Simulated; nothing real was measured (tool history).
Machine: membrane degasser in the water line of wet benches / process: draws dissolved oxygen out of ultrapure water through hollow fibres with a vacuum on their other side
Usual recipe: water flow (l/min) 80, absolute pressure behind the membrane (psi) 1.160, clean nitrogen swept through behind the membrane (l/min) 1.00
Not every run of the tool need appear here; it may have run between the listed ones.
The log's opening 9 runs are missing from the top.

| run | day | water flow (l/min) | absolute pressure behind the membrane (psi) | clean nitrogen swept through behind the membrane (l/min) | hours since the membrane was changed | hours since the vacuum gauge was calibrated | hours since the vacuum lines were made tight | dissolved oxygen in the water behind the degasser (ppb) | pressure that the water loses in the fibres (psi) |
|---|---|---|---|---|---|---|---|---|---|
| 10 | 65.042 | 80 | 1.160 | 0.47 | 10864 | 950 | 7294 | 946.5 | 4.306 |
| 11 | 71.333 | 80 | 1.160 | 1.00 | 11015 | 1101 | 7445 | 621.6 | 4.306 |
| 12 | 77.612 | 121 | 1.160 | 1.00 | 11166 | 1251 | 7595 | 806.0 | 6.496 |
| 13 | 83.546 | 121 | 1.160 | 1.00 | 11308 | 1394 | 7738 | 807.0 | 6.514 |
| 14 | 91.400 | 80 | 1.160 | 1.00 | 11497 | 1582 | 7926 | 623.3 | 4.303 |
| 15 | 100.275 | 80 | 1.160 | 1.00 | 11710 | 1795 | 8139 | 627.3 | 4.313 |
| 16 | 108.654 | 80 | 1.160 | 1.00 | 11911 | 1996 | 8340 | 620.9 | 4.316 |
| 17 | 112.946 | 80 | 1.160 | 1.00 | 12014 | 2099 | 8443 | 621.4 | 4.338 |
| 18 | 122.450 | 80 | 1.073 | 0.62 | 12242 | 2327 | 8671 | 730.3 | 4.316 |
|  | 123.438 | seals of the vacuum lines changed |
| 19 | 128.271 | 80 | 1.073 | 0.62 | 12380 | 2465 | 116 | 726.0 | 4.340 |
| 20 | 135.433 | 80 | 0.722 | 1.00 | 12552 | 2637 | 288 | 254.2 | 4.363 |
| 21 | 145.308 | 118 | 1.160 | 1.77 | 12789 | 2874 | 525 | 566.7 | 6.366 |
| 22 | 154.033 | 118 | 1.160 | 0.58 | 12998 | 3083 | 734 | 1046.9 | 6.390 |
| 23 | 159.912 | 80 | 1.788 | 1.00 | 13139 | 3225 | 875 | 1123.3 | 4.367 |
| 24 | 170.062 | 80 | 2.821 | 0.48 | 13383 | 3468 | 1119 | 2686.2 | 4.334 |
|  | 172.983 | vacuum gauge calibrated |
| 25 | 176.988 | 80 | 2.821 | 0.48 | 13549 | 96 | 1285 | 2686.7 | 4.396 |
| 26 | 186.267 | 68 | 1.790 | 0.88 | 13771 | 319 | 1507 | 1087.3 | 3.761 |
| 27 | 190.762 | 68 | 1.790 | 0.88 | 13879 | 427 | 1615 | 1084.6 | 3.729 |
| 28 | 197.825 | 54 | 1.987 | 0.53 | 14049 | 596 | 1785 | 1450.7 | 2.954 |
| 29 | 205.258 | 54 | 1.987 | 0.53 | 14227 | 775 | 1963 | 1447.8 | 2.950 |
| 30 | 211.654 | 62 | 1.108 | 1.47 | 14381 | 928 | 2117 | 364.4 | 3.403 |
| 31 | 219.100 | 80 | 1.336 | 0.61 | 14559 | 1107 | 2295 | 1013.9 | 4.328 |

Below are 4 alternative next runs, each starting from the tool's condition after run 31. Predict each:
| A | 226.317 | 80 | 2.804 | 1.13 | 14732 | 1280 | 2469 | ? | ? |
| B | 226.317 | 70 | 0.969 | 2.59 | 14732 | 1280 | 2469 | ? | ? |
| C | 226.317 | 121 | 1.336 | 1.35 | 14732 | 1280 | 2469 | ? | ? |
| D | 226.317 | 115 | 2.609 | 0.61 | 14732 | 1280 | 2469 | ? | ? |

| run | dissolved oxygen in the water behind the degasser (ppb) | pressure that the water loses in the fibres (psi) |
|---|---|---|
| A | 1695.2 | 4.451 |
| B | 207.3 | 3.843 |
| C | 828.8 | 6.637 |
| D | 2650.1 | 6.316 |
Take away the tool's hidden state, keep each run's random variation, and the runs would have read:
| run | dissolved oxygen in the water behind the degasser (ppb) | pressure that the water loses in the fibres (psi) |
|---|---|---|
| A | 1690.7 | 4.097 |
| B | 202.5 | 3.536 |
| C | 818.4 | 6.108 |
| D | 2644.5 | 5.812 |
